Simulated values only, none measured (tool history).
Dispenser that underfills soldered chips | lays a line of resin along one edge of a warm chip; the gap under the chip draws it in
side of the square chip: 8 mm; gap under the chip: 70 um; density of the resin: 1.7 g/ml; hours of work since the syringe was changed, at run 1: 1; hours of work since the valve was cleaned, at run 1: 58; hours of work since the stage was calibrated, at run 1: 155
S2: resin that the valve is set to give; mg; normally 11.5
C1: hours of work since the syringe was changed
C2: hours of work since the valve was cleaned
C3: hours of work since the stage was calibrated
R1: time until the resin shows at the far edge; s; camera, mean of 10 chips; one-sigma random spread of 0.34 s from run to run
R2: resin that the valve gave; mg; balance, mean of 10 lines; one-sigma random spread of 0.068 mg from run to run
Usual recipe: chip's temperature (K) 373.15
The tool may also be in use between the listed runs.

{"run": 1, "hour": 0.0, "chip's temperature (K)": 373.15, "S2": 11.5, "C1": 1, "C2": 58, "C3": 155, "R1": 17.8, "R2": 10.89}
{"run": 2, "hour": 9.4, "chip's temperature (K)": 373.15, "S2": 11.5, "C1": 8, "C2": 65, "C3": 162, "R1": 24.3, "R2": 10.9}
{"hour": 11.4, "done": "dispensing valve cleaned and set on the balance"}
{"hour": 12.6, "done": "new syringe of resin"}
{"run": 3, "hour": 18.5, "chip's temperature (K)": 373.15, "S2": 11.5, "C1": 4, "C2": 5, "C3": 168, "R1": 20.4, "R2": 11.54}
{"hour": 25.5, "done": "new syringe of resin"}
{"run": 4, "hour": 28.7, "chip's temperature (K)": 373.15, "S2": 11.5, "C1": 2, "C2": 13, "C3": 175, "R1": 17.7, "R2": 11.44}
{"hour": 38.1, "done": "new syringe of resin"}
{"run": 5, "hour": 40.1, "chip's temperature (K)": 373.15, "S2": 11.5, "C1": 2, "C2": 21, "C3": 184, "R1": 18.0, "R2": 11.42}
{"run": 6, "hour": 46.9, "chip's temperature (K)": 373.15, "S2": 11.5, "C1": 7, "C2": 26, "C3": 189, "R1": 21.9, "R2": 11.18}
{"hour": 50.9, "done": "new syringe of resin"}
{"run": 7, "hour": 54.0, "chip's temperature (K)": 373.15, "S2": 11.5, "C1": 2, "C2": 31, "C3": 194, "R1": 18.7, "R2": 11.19}
{"hour": 64.0, "done": "new syringe of resin"}
{"run": 8, "hour": 64.8, "chip's temperature (K)": 373.15, "S2": 11.5, "C1": 1, "C2": 39, "C3": 202, "R1": 16.0, "R2": 11.22}
{"run": 9, "hour": 69.6, "chip's temperature (K)": 373.15, "S2": 11.5, "C1": 4, "C2": 42, "C3": 205, "R1": 19.3, "R2": 11.06}
{"hour": 76.8, "done": "new syringe of resin"}
{"run": 10, "hour": 76.8, "chip's temperature (K)": 373.15, "S2": 11.5, "C1": 0, "C2": 48, "C3": 211, "R1": 16.7, "R2": 11.04}
{"run": 11, "hour": 85.8, "chip's temperature (K)": 368.15, "S2": 11.5, "C1": 7, "C2": 54, "C3": 217, "R1": 26.5, "R2": 11.12}
{"hour": 89.2, "done": "new syringe of resin"}
{"run": 12, "hour": 93.0, "chip's temperature (K)": 368.15, "S2": 11.5, "C1": 3, "C2": 60, "C3": 222, "R1": 23.0, "R2": 11.02}
{"hour": 102.0, "done": "dispensing valve cleaned and set on the balance"}
{"hour": 103.4, "done": "new syringe of resin"}
{"run": 13, "hour": 105.4, "chip's temperature (K)": 359.15, "S2": 11.5, "C1": 2, "C2": 2, "C3": 231, "R1": 29.0, "R2": 11.5}
{"hour": 116.2, "done": "new syringe of resin"}
{"run": 14, "hour": 116.5, "chip's temperature (K)": 373.15, "S2": 10.6, "C1": 0, "C2": 10, "C3": 239, "R1": 16.0, "R2": 10.56}
{"run": 15, "hour": 125.1, "chip's temperature (K)": 373.15, "S2": 10.6, "C1": 7, "C2": 17, "C3": 245, "R1": 21.8, "R2": 10.39}
{"hour": 129.0, "done": "new syringe of resin"}
{"run": 16, "hour": 131.7, "chip's temperature (K)": 373.15, "S2": 14.7, "C1": 2, "C2": 22, "C3": 250, "R1": 17.6, "R2": 14.43}
{"hour": 142.2, "done": "new syringe of resin"}
{"run": 17, "hour": 143.2, "chip's temperature (K)": 373.15, "S2": 14.7, "C1": 1, "C2": 30, "C3": 258, "R1": 16.7, "R2": 14.22}
{"run": 18, "hour": 148.2, "chip's temperature (K)": 373.15, "S2": 14.7, "C1": 4, "C2": 34, "C3": 262, "R1": 19.8, "R2": 14.36}
{"run": 19, "hour": 153.8, "chip's temperature (K)": 373.15, "S2": 12.4, "C1": 9, "C2": 38, "C3": 266, "R1": 24.2, "R2": 12.09}
{"hour": 154.9, "done": "new syringe of resin"}
{"run": 20, "hour": 161.0, "chip's temperature (K)": 373.15, "S2": 12.4, "C1": 5, "C2": 43, "C3": 272, "R1": 19.3, "R2": 11.87}
{"hour": 167.4, "done": "new syringe of resin"}
{"run": 21, "hour": 170.5, "chip's temperature (K)": 367.15, "S2": 12.4, "C1": 2, "C2": 50, "C3": 278, "R1": 22.5, "R2": 12.04}
{"run": 22, "hour": 175.1, "chip's temperature (K)": 365.15, "S2": 11.2, "C1": 6, "C2": 53, "C3": 282, "R1": 28.5, "R2": 10.64}
{"hour": 179.9, "done": "new syringe of resin"}
{"run": 23, "hour": 180.9, "chip's temperature (K)": 360.15, "S2": 14.1, "C1": 1, "C2": 58, "C3": 286, "R1": 26.3, "R2": 13.37}
{"run": 24, "hour": 190.8, "chip's temperature (K)": 363.15, "S2": 14.3, "C1": 8, "C2": 65, "C3": 293, "R1": 32.3, "R2": 13.59}
{"hour": 192.8, "done": "dispensing valve cleaned and set on the balance"}
{"hour": 193.9, "done": "new syringe of resin"}
{"run": 25, "hour": 201.0, "chip's temperature (K)": 364.15, "S2": 11.5, "C1": 5, "C2": 6, "C3": 300, "R1": 29.0, "R2": 11.44}
{"hour": 206.9, "done": "new syringe of resin"}
{"run": 26, "hour": 211.2, "chip's temperature (K)": 364.15, "S2": 11.5, "C1": 3, "C2": 13, "C3": 308, "R1": 25.4, "R2": 11.46}
{"run": 27, "hour": 217.7, "chip's temperature (K)": 366.15, "S2": 13.9, "C1": 8, "C2": 18, "C3": 312, "R1": 29.4, "R2": 13.7}
{"hour": 219.7, "done": "new syringe of resin"}
{"run": 28, "hour": 223.7, "chip's temperature (K)": 374.15, "S2": 12.1, "C1": 3, "C2": 22, "C3": 317, "R1": 17.8, "R2": 11.95}
{"hour": 232.7, "done": "new syringe of resin"}
{"run": 29, "hour": 234.4, "chip's temperature (K)": 374.15, "S2": 12.1, "C1": 1, "C2": 30, "C3": 324, "R1": 16.1, "R2": 11.86}
{"run": 30, "hour": 240.7, "chip's temperature (K)": 364.15, "S2": 10.7, "C1": 6, "C2": 35, "C3": 329, "R1": 29.0, "R2": 10.48}
{"hour": 245.5, "done": "new syringe of resin"}
{"run": 31, "hour": 250.9, "chip's temperature (K)": 361.15, "S2": 14.0, "C1": 4, "C2": 42, "C3": 337, "R1": 29.2, "R2": 13.53}
{"hour": 258.3, "done": "new syringe of resin"}
{"run": 32, "hour": 262.3, "chip's temperature (K)": 361.15, "S2": 14.0, "C1": 3, "C2": 51, "C3": 345, "R1": 28.0, "R2": 13.44}
{"run": 33, "hour": 269.4, "chip's temperature (K)": 359.15, "S2": 13.0, "C1": 8, "C2": 56, "C3": 350, "R1": 37.1, "R2": 12.41}
{"hour": 271.3, "done": "new syringe of resin"}
{"run": 34, "hour": 274.4, "chip's temperature (K)": 359.15, "S2": 13.0, "C1": 2, "C2": 60, "C3": 354, "R1": 29.2, "R2": 12.53}
{"hour": 283.5, "done": "dispensing valve cleaned and set on the balance"}
{"hour": 285.0, "done": "new syringe of resin"}
{"run": 35, "hour": 285.2, "chip's temperature (K)": 366.15, "S2": 13.8, "C1": 0, "C2": 1, "C3": 361, "R1": 20.0, "R2": 13.71}

How would selected steps in R1 from run to run divide? Give the signed amount a tool lacking its hidden state would still show from settings, what came in and random variation, and the signed amount left for the hidden state, including any gauge scatter that is not in both of the compared results.
The hidden state here: resin's viscosity, % of fresh resin's; dose that the valve gives, % of what is set; true chip temperature over the reading, C; drift of the gauge itself on fill_s, %; drift of the gauge itself on given_mg, %.
Run 13 -> 14: chip's temperature (K) 359.15 -> 373.15, S2 11.5 -> 10.6, new syringe of resin. R1 -13.0 s: hidden state -1.7, all else -11.3.
Run 23 -> 24: chip's temperature (K) 360.15 -> 363.15, S2 14.1 -> 14.3. R1 +6.0 s: hidden state +9.5, all else -3.5.
Run 27 -> 28: chip's temperature (K) 366.15 -> 374.15, S2 13.9 -> 12.1, new syringe of resin. R1 -11.6 s: hidden state -7.0, all else -4.6.
Run 29 -> 30: chip's temperature (K) 374.15 -> 364.15, S2 12.1 -> 10.7. R1 +12.9 s: hidden state +5.9, all else +7.0.
Run 32 -> 33: chip's temperature (K) 361.15 -> 359.15, S2 14.0 -> 13.0. R1 +9.1 s: hidden state +8.4, all else +0.7.
Run 33 -> 34: new syringe of resin. R1 -7.9 s: hidden state -9.0, all else +1.1.
